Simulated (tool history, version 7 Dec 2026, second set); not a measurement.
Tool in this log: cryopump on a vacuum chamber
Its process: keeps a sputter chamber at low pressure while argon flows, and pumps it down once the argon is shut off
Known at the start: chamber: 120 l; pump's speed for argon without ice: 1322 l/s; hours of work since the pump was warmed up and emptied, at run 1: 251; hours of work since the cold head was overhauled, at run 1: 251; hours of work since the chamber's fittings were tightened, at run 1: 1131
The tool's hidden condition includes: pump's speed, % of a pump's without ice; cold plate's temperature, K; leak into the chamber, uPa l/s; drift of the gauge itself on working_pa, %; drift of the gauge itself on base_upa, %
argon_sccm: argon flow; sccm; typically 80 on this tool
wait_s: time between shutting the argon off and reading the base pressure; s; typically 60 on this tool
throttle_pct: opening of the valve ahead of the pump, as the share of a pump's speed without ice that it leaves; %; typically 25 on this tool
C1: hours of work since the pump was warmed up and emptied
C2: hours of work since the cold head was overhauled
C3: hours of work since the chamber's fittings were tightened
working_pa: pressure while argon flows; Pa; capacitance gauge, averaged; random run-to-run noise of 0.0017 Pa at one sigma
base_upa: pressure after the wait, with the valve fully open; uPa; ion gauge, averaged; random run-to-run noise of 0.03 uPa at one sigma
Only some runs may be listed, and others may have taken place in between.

Run 1, hour 0: usual settings; C1 251; C2 251; C3 1131. Result: working_pa 0.4235 Pa, base_upa 3 uPa.
Run 2, hour 15.3: usual settings; C1 259; C2 259; C3 1139. Result: working_pa 0.4203 Pa, base_upa 2.91 uPa.
Run 3, hour 32.2: usual settings; C1 268; C2 268; C3 1148. Result: working_pa 0.4211 Pa, base_upa 2.97 uPa.
Run 4, hour 51: usual settings but throttle_pct 54 %; C1 277; C2 277; C3 1157. Result: working_pa 0.2008 Pa, base_upa 2.97 uPa.
Run 5, hour 66.1: usual settings but throttle_pct 54 %; C1 285; C2 285; C3 1165. Result: working_pa 0.2007 Pa, base_upa 3 uPa.
Run 6, hour 77.2: usual settings but throttle_pct 44 %; C1 290; C2 290; C3 1170. Result: working_pa 0.2448 Pa, base_upa 3.11 uPa.
Run 7, hour 88.2: usual settings but throttle_pct 44 %; C1 296; C2 296; C3 1176. Result: working_pa 0.2461 Pa, base_upa 3.06 uPa.
Run 8, hour 97.2: usual settings but throttle_pct 44 %; C1 300; C2 300; C3 1180. Result: working_pa 0.2457 Pa, base_upa 3.21 uPa.
Run 9, hour 108.6: usual settings; C1 306; C2 306; C3 1186. Result: working_pa 0.42 Pa, base_upa 3.15 uPa.
Run 10, hour 119.6: usual settings; C1 312; C2 312; C3 1192. Result: working_pa 0.4219 Pa, base_upa 3.03 uPa.
Run 11, hour 133.9: usual settings; C1 319; C2 319; C3 1199. Result: working_pa 0.4241 Pa, base_upa 3.1 uPa.
Run 12, hour 143.5: usual settings; C1 324; C2 324; C3 1204. Result: working_pa 0.4236 Pa, base_upa 3.2 uPa.
Run 13, hour 157.6: usual settings; C1 331; C2 331; C3 1211. Result: working_pa 0.4242 Pa, base_upa 3.11 uPa.
Run 14, hour 176.1: usual settings but argon_sccm 141 sccm; C1 340; C2 340; C3 1220. Result: working_pa 0.7462 Pa, base_upa 3.06 uPa.
Run 15, hour 183.8: usual settings but argon_sccm 141 sccm; C1 344; C2 344; C3 1224. Result: working_pa 0.7415 Pa, base_upa 3.1 uPa.
Run 16, hour 199.2: usual settings but argon_sccm 141 sccm; C1 352; C2 352; C3 1232. Result: working_pa 0.7457 Pa, base_upa 3.14 uPa.
Run 17, hour 210.5: usual settings but argon_sccm 141 sccm, throttle_pct 19 %; C1 358; C2 358; C3 1238. Result: working_pa 0.9743 Pa, base_upa 3.18 uPa.
Run 18, hour 222.2: usual settings but wait_s 25 s, throttle_pct 27 %; C1 363; C2 363; C3 1243. Result: working_pa 0.3935 Pa, base_upa 5.11 uPa.
Run 19, hour 239.1: usual settings but wait_s 221 s; C1 372; C2 372; C3 1252. Result: working_pa 0.4227 Pa, base_upa 2.33 uPa.
Run 20, hour 250.1: usual settings but argon_sccm 156 sccm, wait_s 77 s, throttle_pct 37 %; C1 378; C2 378; C3 1258. Result: working_pa 0.5667 Pa, base_upa 2.94 uPa.
Run 21, hour 261.3: usual settings but argon_sccm 136 sccm, wait_s 202 s, throttle_pct 17 %; C1 383; C2 383; C3 1263. Result: working_pa 1.0445 Pa, base_upa 2.44 uPa.
Run 22, hour 276: usual settings but argon_sccm 89 sccm, wait_s 104 s, throttle_pct 15 %; C1 391; C2 391; C3 1271. Result: working_pa 0.7735 Pa, base_upa 2.76 uPa.
Run 23, hour 286.7: usual settings but argon_sccm 89 sccm, wait_s 104 s, throttle_pct 15 %; C1 396; C2 396; C3 1276. Result: working_pa 0.7796 Pa, base_upa 2.73 uPa.
Run 24, hour 305: usual settings but wait_s 30 s; C1 405; C2 405; C3 1285. Result: working_pa 0.4268 Pa, base_upa 4.56 uPa.
Run 25, hour 314.1: usual settings but argon_sccm 41 sccm, wait_s 72 s, throttle_pct 43 %; C1 410; C2 410; C3 1290. Result: working_pa 0.1293 Pa, base_upa 3.08 uPa.
Run 26, hour 332.5: usual settings but argon_sccm 104 sccm, wait_s 35 s, throttle_pct 19 %; C1 419; C2 419; C3 1299. Result: working_pa 0.7253 Pa, base_upa 4.27 uPa.
Run 27, hour 341.2: usual settings but argon_sccm 33 sccm, wait_s 27 s, throttle_pct 50 %; C1 423; C2 423; C3 1303. Result: working_pa 0.0915 Pa, base_upa 4.87 uPa.
Run 28, hour 352.1: usual settings but argon_sccm 33 sccm, wait_s 27 s, throttle_pct 50 %; C1 429; C2 429; C3 1309. Result: working_pa 0.0923 Pa, base_upa 4.88 uPa.
Run 29, hour 362.3: usual settings but argon_sccm 33 sccm, wait_s 27 s, throttle_pct 50 %; C1 434; C2 434; C3 1314. Result: working_pa 0.0918 Pa, base_upa 4.78 uPa.
Run 30, hour 370.9: usual settings but argon_sccm 133 sccm, wait_s 197 s, throttle_pct 35 %; C1 438; C2 438; C3 1318. Result: working_pa 0.5183 Pa, base_upa 2.46 uPa.
Run 31, hour 386.8: usual settings but argon_sccm 68 sccm, wait_s 66 s, throttle_pct 23 %; C1 446; C2 446; C3 1326. Result: working_pa 0.3939 Pa, base_upa 3.23 uPa.

Pick out some run-to-run changes in working_pa. Of each, how much would a tool without hidden state show as well, from the settings, what came in and chance, and how much is left for the hidden state and any gauge scatter not in both results compared?
Run 17 -> 18: argon_sccm 141 -> 80, wait_s 60 -> 25, throttle_pct 19 -> 27. working_pa -0.5808 Pa: hidden state -0.0109, all else -0.5699.
Run 19 -> 20: argon_sccm 80 -> 156, wait_s 221 -> 77, throttle_pct 25 -> 37. working_pa +0.144 Pa: hidden state +0.0148, all else +0.1292.
Run 25 -> 26: argon_sccm 41 -> 104, wait_s 72 -> 35, throttle_pct 43 -> 19. working_pa +0.596 Pa: hidden state +0.014, all else +0.582.
Run 26 -> 27: argon_sccm 104 -> 33, wait_s 35 -> 27, throttle_pct 19 -> 50. working_pa -0.6338 Pa: hidden state -0.0154, all else -0.6184.
Run 29 -> 30: argon_sccm 33 -> 133, wait_s 27 -> 197, throttle_pct 50 -> 35. working_pa +0.4265 Pa: hidden state +0.023, all else +0.4035.
